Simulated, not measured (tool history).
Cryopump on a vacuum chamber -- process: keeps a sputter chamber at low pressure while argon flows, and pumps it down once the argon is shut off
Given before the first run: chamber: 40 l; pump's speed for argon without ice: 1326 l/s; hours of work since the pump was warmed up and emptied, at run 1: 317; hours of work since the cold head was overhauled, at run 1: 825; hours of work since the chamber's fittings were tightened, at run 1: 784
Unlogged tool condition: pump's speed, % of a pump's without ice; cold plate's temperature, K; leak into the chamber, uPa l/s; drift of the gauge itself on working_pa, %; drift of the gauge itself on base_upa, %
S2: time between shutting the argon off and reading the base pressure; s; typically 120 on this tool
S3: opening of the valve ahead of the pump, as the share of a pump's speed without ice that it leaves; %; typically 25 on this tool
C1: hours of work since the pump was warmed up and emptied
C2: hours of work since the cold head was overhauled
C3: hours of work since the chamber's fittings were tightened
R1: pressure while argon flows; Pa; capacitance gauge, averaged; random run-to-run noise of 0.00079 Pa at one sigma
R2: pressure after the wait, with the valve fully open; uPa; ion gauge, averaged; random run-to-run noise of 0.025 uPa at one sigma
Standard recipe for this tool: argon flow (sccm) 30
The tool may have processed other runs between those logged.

{"run": 1, "hour": 0.0, "argon flow (sccm)": 30, "S2": 120, "S3": 25, "C1": 317, "C2": 825, "C3": 784, "R1": 0.1584, "R2": 2.23}
{"run": 2, "hour": 28.2, "argon flow (sccm)": 30, "S2": 120, "S3": 25, "C1": 336, "C2": 845, "C3": 803, "R1": 0.1584, "R2": 2.25}
{"run": 3, "hour": 47.0, "argon flow (sccm)": 24, "S2": 120, "S3": 25, "C1": 350, "C2": 858, "C3": 817, "R1": 0.127, "R2": 2.24}
{"run": 4, "hour": 70.9, "argon flow (sccm)": 24, "S2": 120, "S3": 25, "C1": 366, "C2": 875, "C3": 833, "R1": 0.1271, "R2": 2.29}
{"run": 5, "hour": 88.9, "argon flow (sccm)": 30, "S2": 120, "S3": 25, "C1": 379, "C2": 887, "C3": 846, "R1": 0.1583, "R2": 2.32}
{"run": 6, "hour": 102.6, "argon flow (sccm)": 30, "S2": 120, "S3": 54, "C1": 389, "C2": 897, "C3": 856, "R1": 0.0773, "R2": 2.34}
{"run": 7, "hour": 125.6, "argon flow (sccm)": 30, "S2": 120, "S3": 54, "C1": 405, "C2": 913, "C3": 872, "R1": 0.0769, "R2": 2.45}
{"run": 8, "hour": 152.6, "argon flow (sccm)": 30, "S2": 120, "S3": 54, "C1": 424, "C2": 932, "C3": 891, "R1": 0.077, "R2": 2.39}
{"run": 9, "hour": 178.6, "argon flow (sccm)": 30, "S2": 120, "S3": 54, "C1": 442, "C2": 950, "C3": 909, "R1": 0.0794, "R2": 2.45}
{"run": 10, "hour": 202.4, "argon flow (sccm)": 30, "S2": 120, "S3": 54, "C1": 459, "C2": 967, "C3": 926, "R1": 0.0782, "R2": 2.49}
{"hour": 222.8, "done": "pump warmed up, emptied and cooled again"}
{"run": 11, "hour": 235.7, "argon flow (sccm)": 30, "S2": 120, "S3": 54, "C1": 9, "C2": 987, "C3": 945, "R1": 0.0716, "R2": 2.29}
{"run": 12, "hour": 264.7, "argon flow (sccm)": 30, "S2": 120, "S3": 54, "C1": 29, "C2": 1007, "C3": 966, "R1": 0.0731, "R2": 2.32}
{"run": 13, "hour": 280.9, "argon flow (sccm)": 30, "S2": 120, "S3": 54, "C1": 41, "C2": 1019, "C3": 977, "R1": 0.0726, "R2": 2.33}
{"run": 14, "hour": 297.1, "argon flow (sccm)": 30, "S2": 120, "S3": 54, "C1": 52, "C2": 1030, "C3": 989, "R1": 0.0711, "R2": 2.43}
{"run": 15, "hour": 325.2, "argon flow (sccm)": 30, "S2": 120, "S3": 54, "C1": 72, "C2": 1050, "C3": 1008, "R1": 0.0723, "R2": 2.32}
{"run": 16, "hour": 340.3, "argon flow (sccm)": 30, "S2": 120, "S3": 54, "C1": 82, "C2": 1060, "C3": 1019, "R1": 0.073, "R2": 2.38}
{"run": 17, "hour": 371.5, "argon flow (sccm)": 30, "S2": 120, "S3": 38, "C1": 104, "C2": 1082, "C3": 1041, "R1": 0.1042, "R2": 2.48}
{"run": 18, "hour": 387.3, "argon flow (sccm)": 21, "S2": 120, "S3": 27, "C1": 115, "C2": 1093, "C3": 1052, "R1": 0.1013, "R2": 2.52}
{"run": 19, "hour": 418.4, "argon flow (sccm)": 57, "S2": 120, "S3": 28, "C1": 137, "C2": 1115, "C3": 1074, "R1": 0.2645, "R2": 2.57}
{"run": 20, "hour": 449.3, "argon flow (sccm)": 57, "S2": 120, "S3": 28, "C1": 159, "C2": 1137, "C3": 1095, "R1": 0.2646, "R2": 2.65}
{"run": 21, "hour": 469.5, "argon flow (sccm)": 57, "S2": 120, "S3": 28, "C1": 173, "C2": 1151, "C3": 1110, "R1": 0.2658, "R2": 2.65}
{"run": 22, "hour": 486.2, "argon flow (sccm)": 30, "S2": 128, "S3": 25, "C1": 185, "C2": 1163, "C3": 1121, "R1": 0.1579, "R2": 2.61}
{"run": 23, "hour": 505.6, "argon flow (sccm)": 53, "S2": 128, "S3": 49, "C1": 198, "C2": 1176, "C3": 1135, "R1": 0.1434, "R2": 2.61}
{"run": 24, "hour": 521.8, "argon flow (sccm)": 53, "S2": 128, "S3": 49, "C1": 210, "C2": 1188, "C3": 1146, "R1": 0.1447, "R2": 2.69}
{"run": 25, "hour": 535.8, "argon flow (sccm)": 53, "S2": 128, "S3": 49, "C1": 220, "C2": 1198, "C3": 1156, "R1": 0.145, "R2": 2.66}
{"run": 26, "hour": 555.2, "argon flow (sccm)": 25, "S2": 29, "S3": 49, "C1": 233, "C2": 1211, "C3": 1170, "R1": 0.0693, "R2": 5.3}
{"run": 27, "hour": 586.1, "argon flow (sccm)": 25, "S2": 29, "S3": 49, "C1": 255, "C2": 1233, "C3": 1191, "R1": 0.0684, "R2": 5.22}
{"run": 28, "hour": 600.6, "argon flow (sccm)": 22, "S2": 92, "S3": 58, "C1": 265, "C2": 1243, "C3": 1202, "R1": 0.0516, "R2": 3.09}
{"run": 29, "hour": 621.0, "argon flow (sccm)": 32, "S2": 42, "S3": 17, "C1": 279, "C2": 1257, "C3": 1216, "R1": 0.2435, "R2": 4.38}
{"run": 30, "hour": 650.7, "argon flow (sccm)": 51, "S2": 88, "S3": 32, "C1": 300, "C2": 1278, "C3": 1237, "R1": 0.2116, "R2": 3.19}
{"run": 31, "hour": 682.2, "argon flow (sccm)": 51, "S2": 170, "S3": 32, "C1": 322, "C2": 1300, "C3": 1259, "R1": 0.2131, "R2": 2.7}
{"run": 32, "hour": 713.1, "argon flow (sccm)": 26, "S2": 30, "S3": 27, "C1": 344, "C2": 1322, "C3": 1280, "R1": 0.1288, "R2": 5.21}
{"run": 33, "hour": 736.4, "argon flow (sccm)": 31, "S2": 186, "S3": 21, "C1": 360, "C2": 1338, "C3": 1297, "R1": 0.195, "R2": 2.68}
{"run": 34, "hour": 768.3, "argon flow (sccm)": 31, "S2": 186, "S3": 21, "C1": 383, "C2": 1361, "C3": 1319, "R1": 0.1963, "R2": 2.74}

Table of differences, measured result less the result of that run with no hidden state. Run-to-run variation is the same in both. Gauge scatter possibly is not:
run=1 R1=+0.005 R2=+1.19
run=2 R1=+0.0054 R2=+1.21
run=3 R1=+0.0044 R2=+1.24
run=4 R1=+0.0047 R2=+1.27
run=5 R1=+0.006 R2=+1.31
run=6 R1=+0.0061 R2=+1.34
run=7 R1=+0.0065 R2=+1.39
run=8 R1=+0.0068 R2=+1.39
run=9 R1=+0.0072 R2=+1.44
run=10 R1=+0.0075 R2=+1.47
run=11 R1=+0.0011 R2=+1.26
run=12 R1=+0.0013 R2=+1.29
run=13 R1=+0.0014 R2=+1.31
run=14 R1=+0.0017 R2=+1.37
run=15 R1=+0.0019 R2=+1.34
run=16 R1=+0.0021 R2=+1.39
run=17 R1=+0.0024 R2=+1.45
run=18 R1=+0.0018 R2=+1.46
run=19 R1=+0.0055 R2=+1.52
run=20 R1=+0.006 R2=+1.58
run=21 R1=+0.0064 R2=+1.6
run=22 R1=+0.0036 R2=+1.62
run=23 R1=+0.0066 R2=+1.63
run=24 R1=+0.007 R2=+1.71
run=25 R1=+0.0072 R2=+1.68
run=26 R1=+0.0036 R2=+1.72
run=27 R1=+0.0039 R2=+1.72
run=28 R1=+0.0035 R2=+1.81
run=29 R1=+0.0054 R2=+1.83
run=30 R1=+0.0092 R2=+1.86
run=31 R1=+0.0099 R2=+1.89
run=32 R1=+0.0054 R2=+1.9
run=33 R1=+0.0066 R2=+1.95
run=34 R1=+0.0071 R2=+2.01

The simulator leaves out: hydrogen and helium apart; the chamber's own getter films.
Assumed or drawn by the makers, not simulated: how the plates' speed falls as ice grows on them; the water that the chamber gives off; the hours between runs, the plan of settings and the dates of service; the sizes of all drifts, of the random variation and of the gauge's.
